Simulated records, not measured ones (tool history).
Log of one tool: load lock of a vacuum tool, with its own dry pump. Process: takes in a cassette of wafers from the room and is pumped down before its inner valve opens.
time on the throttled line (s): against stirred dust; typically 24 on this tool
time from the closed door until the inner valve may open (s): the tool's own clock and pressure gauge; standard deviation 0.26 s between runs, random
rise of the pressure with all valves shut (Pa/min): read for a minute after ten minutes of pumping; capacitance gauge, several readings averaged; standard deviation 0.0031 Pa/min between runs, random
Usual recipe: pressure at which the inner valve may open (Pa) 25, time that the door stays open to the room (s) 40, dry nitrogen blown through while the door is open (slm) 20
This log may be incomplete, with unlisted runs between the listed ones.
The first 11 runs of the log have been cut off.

run	hour	time on the throttled line (s)	pressure at which the inner valve may open (Pa)	time that the door stays open to the room (s)	dry nitrogen blown through while the door is open (slm)	hours that the pump has run since its overhaul	times that the door has closed on its seal	incoming humidity of the room's air, %	time from the closed door until the inner valve may open (s)	rise of the pressure with all valves shut (Pa/min)
12	5583.7	24	25	40	20	4686	53144	45.1	35	0.18
13	6238.3	24	25	40	15	5341	54357	45.8	35	0.191
14	6800.8	24	25	155	20	5903	55399	46.6	34.4	0.237
15	7216.9	24	25	40	11	6319	56170	45.4	34.5	0.205
16	7620	24	25	40	11	6722	56917	45.8	35	0.208
17	8164.4	24	25	40	11	7267	57925	46.2	35.5	0.205
18	8626	24	25	40	11	7728	58781	46.9	34.6	0.207
19	8989.7	24	41	40	33	8092	59454	42.9	33.9	0.189
20	9442.1	24	30	204	20	8545	60293	48.2	35.1	0.273
21	10067.9	24	50	40	20	9170	61452	45.2	34	0.205
# hour 10512.9: dry pump taken out, an overhauled one fitted
22	10705.1	23	37	29	34	192	62621	47.1	32.5	0.197
23	11378.1	19	40	29	10	865	63868	43.9	28.8	0.217
# hour 11566: door's seal changed, seat wiped
24	11799.2	33	40	55	20	1285	432	48.5	40.7	0.077
25	12085.9	15	26	40	14	1571	963	43.8	26.7	0.068
26	12667.9	42	26	40	15	2154	2041	46.2	49.3	0.072
27	13166.2	16	25	40	20	2652	2964	45.4	27.2	0.062
28	13760.4	24	44	70	9	3246	4065	47	32.9	0.099
29	14219.9	27	36	156	5	3705	4916	45.8	35.9	0.154
30	14547.6	24	19	41	36	4033	5523	44.1	34.9	0.056
31	14820.7	24	19	41	36	4306	6029	48.1	34.9	0.056
32	15464.4	24	26	56	36	4950	7222	47.7	34.4	0.068
33	15934.4	24	29	45	30	5420	8093	48	34.6	0.069
34	16348.8	14	25	71	20	5834	8860	46	26	0.089
35	16710.9	24	23	40	20	6197	9531	46.8	34.8	0.071
36	17188.6	18	25	93	20	6674	10416	48	30.1	0.109

Alternative continuations, all from the tool just after run 36; predict every row:
A	17670.9	24	25	40	15	7157	11310	43.5	?	?
B	17670.9	18	19	163	6	7157	11310	46.1	?	?
C	17670.9	33	19	93	20	7157	11310	45.6	?	?

run	time from the closed door until the inner valve may open (s)	rise of the pressure with all valves shut (Pa/min)
A	35.2	0.077
B	29.8	0.156
C	42.6	0.097
Stripped of hidden state, with their random variation kept, the same runs would have yielded:
run	time from the closed door until the inner valve may open (s)	rise of the pressure with all valves shut (Pa/min)
A	34.2	0.066
B	28.7	0.144
C	41.7	0.086
